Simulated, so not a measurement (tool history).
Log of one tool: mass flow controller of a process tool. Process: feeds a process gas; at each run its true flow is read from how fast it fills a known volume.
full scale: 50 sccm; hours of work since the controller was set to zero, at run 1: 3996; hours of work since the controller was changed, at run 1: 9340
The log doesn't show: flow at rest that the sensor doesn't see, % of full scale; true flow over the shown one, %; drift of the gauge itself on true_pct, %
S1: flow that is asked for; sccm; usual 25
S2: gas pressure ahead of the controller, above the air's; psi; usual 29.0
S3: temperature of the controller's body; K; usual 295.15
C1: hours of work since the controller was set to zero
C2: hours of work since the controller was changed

run 1 hour=0.0 | S1=25 S2=29.0 S3=295.15 | C1=3996 C2=9340 | true_flow_(%)=103.18
run 2 hour=333.1 | S1=25 S2=29.0 S3=295.15 | C1=4195 C2=9538 | true_flow_(%)=103.21
run 3 hour=512.7 | S1=25 S2=29.0 S3=295.15 | C1=4301 C2=9645 | true_flow_(%)=103.39
run 4 hour=767.4 | S1=25 S2=29.0 S3=307.15 | C1=4453 C2=9797 | true_flow_(%)=102.91
run 5 hour=1044.3 | S1=25 S2=29.0 S3=307.15 | C1=4618 C2=9962 | true_flow_(%)=102.98
run 6 hour=1346.0 | S1=25 S2=29.0 S3=295.15 | C1=4798 C2=10141 | true_flow_(%)=103.81
run 7 hour=1725.4 | S1=25 S2=30.2 S3=295.15 | C1=5023 C2=10367 | true_flow_(%)=104.07
-- hour=1956.6 controller's zero set anew
run 8 hour=2016.9 | S1=25 S2=30.2 S3=295.15 | C1=36 C2=10540 | true_flow_(%)=101.36
run 9 hour=2224.4 | S1=25 S2=30.2 S3=295.15 | C1=159 C2=10664 | true_flow_(%)=101.41
run 10 hour=2608.0 | S1=25 S2=30.2 S3=295.15 | C1=388 C2=10892 | true_flow_(%)=101.57
run 11 hour=2966.5 | S1=25 S2=29.0 S3=294.15 | C1=601 C2=11106 | true_flow_(%)=101.81
run 12 hour=3140.4 | S1=25 S2=29.0 S3=295.15 | C1=705 C2=11209 | true_flow_(%)=101.87
run 13 hour=3555.6 | S1=25 S2=29.0 S3=295.15 | C1=952 C2=11456 | true_flow_(%)=102.05
run 14 hour=3807.4 | S1=25 S2=29.0 S3=295.15 | C1=1102 C2=11606 | true_flow_(%)=102.03
run 15 hour=4077.7 | S1=25 S2=29.0 S3=295.15 | C1=1263 C2=11767 | true_flow_(%)=102.07
run 16 hour=4374.6 | S1=25 S2=29.0 S3=295.15 | C1=1440 C2=11944 | true_flow_(%)=102.42
run 17 hour=4769.8 | S1=25 S2=29.0 S3=295.15 | C1=1675 C2=12179 | true_flow_(%)=102.64
run 18 hour=5062.9 | S1=29 S2=29.0 S3=295.15 | C1=1849 C2=12354 | true_flow_(%)=102.83
run 19 hour=5405.2 | S1=25 S2=35.4 S3=302.15 | C1=2053 C2=12558 | true_flow_(%)=102.73
run 20 hour=5608.3 | S1=12 S2=29.0 S3=302.15 | C1=2174 C2=12679 | true_flow_(%)=103.16
run 21 hour=5923.3 | S1=12 S2=29.0 S3=302.15 | C1=2362 C2=12866 | true_flow_(%)=103.38
run 22 hour=6124.6 | S1=47 S2=39.6 S3=302.15 | C1=2481 C2=12986 | true_flow_(%)=104.22
run 23 hour=6415.1 | S1=9 S2=20.5 S3=302.15 | C1=2654 C2=13159 | true_flow_(%)=104.41
run 24 hour=6755.3 | S1=9 S2=20.5 S3=302.15 | C1=2857 C2=13361 | true_flow_(%)=104.61
run 25 hour=6925.5 | S1=21 S2=24.9 S3=295.15 | C1=2958 C2=13463 | true_flow_(%)=103.57
run 26 hour=7326.7 | S1=21 S2=24.9 S3=295.15 | C1=3197 C2=13702 | true_flow_(%)=103.73
run 27 hour=7743.1 | S1=21 S2=24.9 S3=295.15 | C1=3445 C2=13950 | true_flow_(%)=104.19
run 28 hour=8003.9 | S1=39 S2=24.5 S3=295.15 | C1=3600 C2=14105 | true_flow_(%)=104.12
run 29 hour=8381.5 | S1=39 S2=31.3 S3=299.15 | C1=3825 C2=14330 | true_flow_(%)=104.57
run 30 hour=8716.8 | S1=25 S2=24.5 S3=295.15 | C1=4025 C2=14529 | true_flow_(%)=104.41
run 31 hour=9106.5 | S1=25 S2=36.3 S3=295.15 | C1=4257 C2=14761 | true_flow_(%)=105.04
run 32 hour=9349.3 | S1=7 S2=23.1 S3=294.15 | C1=4401 C2=14906 | true_flow_(%)=109.83
run 33 hour=9554.4 | S1=7 S2=23.1 S3=294.15 | C1=4524 C2=15028 | true_flow_(%)=110.02

Hidden state or all else? Some run-to-run changes of true flow (%), split into what the settings, what came in and random variation would give without the hidden state, and what is left for the hidden state (with any gauge scatter that isn't in both results):
Run 7 -> 8: controller's zero set anew. true flow (%) -2.71: hidden state -2.74, all else +0.03.
Run 22 -> 23: S1 47 -> 9, S2 39.6 -> 20.5. true flow (%) +0.19: hidden state +3.50, all else -3.31.
Run 24 -> 25: S1 9 -> 21, S2 20.5 -> 24.9, S3 302.15 -> 295.15. true flow (%) -1.04: hidden state -2.45, all else +1.41.
Run 31 -> 32: S1 25 -> 7, S2 36.3 -> 23.1, S3 295.15 -> 294.15. true flow (%) +4.79: hidden state +6.53, all else -1.74.
